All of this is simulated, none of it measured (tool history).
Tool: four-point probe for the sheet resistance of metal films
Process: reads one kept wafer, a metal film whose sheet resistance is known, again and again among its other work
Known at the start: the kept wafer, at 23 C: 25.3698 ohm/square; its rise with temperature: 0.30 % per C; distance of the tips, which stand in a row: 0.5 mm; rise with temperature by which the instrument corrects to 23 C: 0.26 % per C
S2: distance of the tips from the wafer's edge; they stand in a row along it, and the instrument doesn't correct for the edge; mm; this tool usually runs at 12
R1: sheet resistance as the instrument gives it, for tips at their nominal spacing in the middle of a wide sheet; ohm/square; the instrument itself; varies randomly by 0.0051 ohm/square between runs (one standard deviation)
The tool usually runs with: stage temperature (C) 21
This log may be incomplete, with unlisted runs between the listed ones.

Run 1, hour 0.0: usual settings. Result: R1 25.282709 ohm/square.
Run 2, hour 70.1: usual settings. Result: R1 25.260271 ohm/square.
Run 3, hour 144.4: usual settings but stage temperature (C) 20. Result: R1 25.250407 ohm/square.
Run 4, hour 217.1: usual settings but stage temperature (C) 20. Result: R1 25.239341 ohm/square.
Run 5, hour 285.8: usual settings but stage temperature (C) 20. Result: R1 25.220676 ohm/square.
At hour 296.7: stage's thermometer calibrated.
Run 6, hour 379.2: usual settings but stage temperature (C) 20. Result: R1 25.231106 ohm/square.
Run 7, hour 485.6: usual settings but stage temperature (C) 20. Result: R1 25.219376 ohm/square.
Run 8, hour 550.3: usual settings but stage temperature (C) 20. Result: R1 25.196734 ohm/square.
Run 9, hour 668.9: usual settings but stage temperature (C) 28, S2 4 mm. Result: R1 25.453352 ohm/square.
Run 10, hour 762.7: usual settings but stage temperature (C) 22, S2 41 mm. Result: R1 25.170454 ohm/square.
Run 11, hour 862.7: usual settings but stage temperature (C) 22, S2 41 mm. Result: R1 25.159177 ohm/square.
Run 12, hour 925.5: usual settings but stage temperature (C) 28, S2 47 mm. Result: R1 25.204488 ohm/square.

Alternative continuations, all from the tool just after run 12; predict every row:
Run A, hour 1002.6: usual settings but S2 16 mm. Result: R1 ?.
Run B, hour 1002.6: usual settings but stage temperature (C) 22, S2 15 mm. Result: R1 ?.
Run C, hour 1002.6: usual settings but stage temperature (C) 26, S2 13 mm. Result: R1 ?.

run         R1
  A  25.143824
  B  25.143696
  C  25.177364
With no hidden state in the tool, these same runs would have given:
run         R1
  A  25.370958
  B  25.371034
  C  25.405823
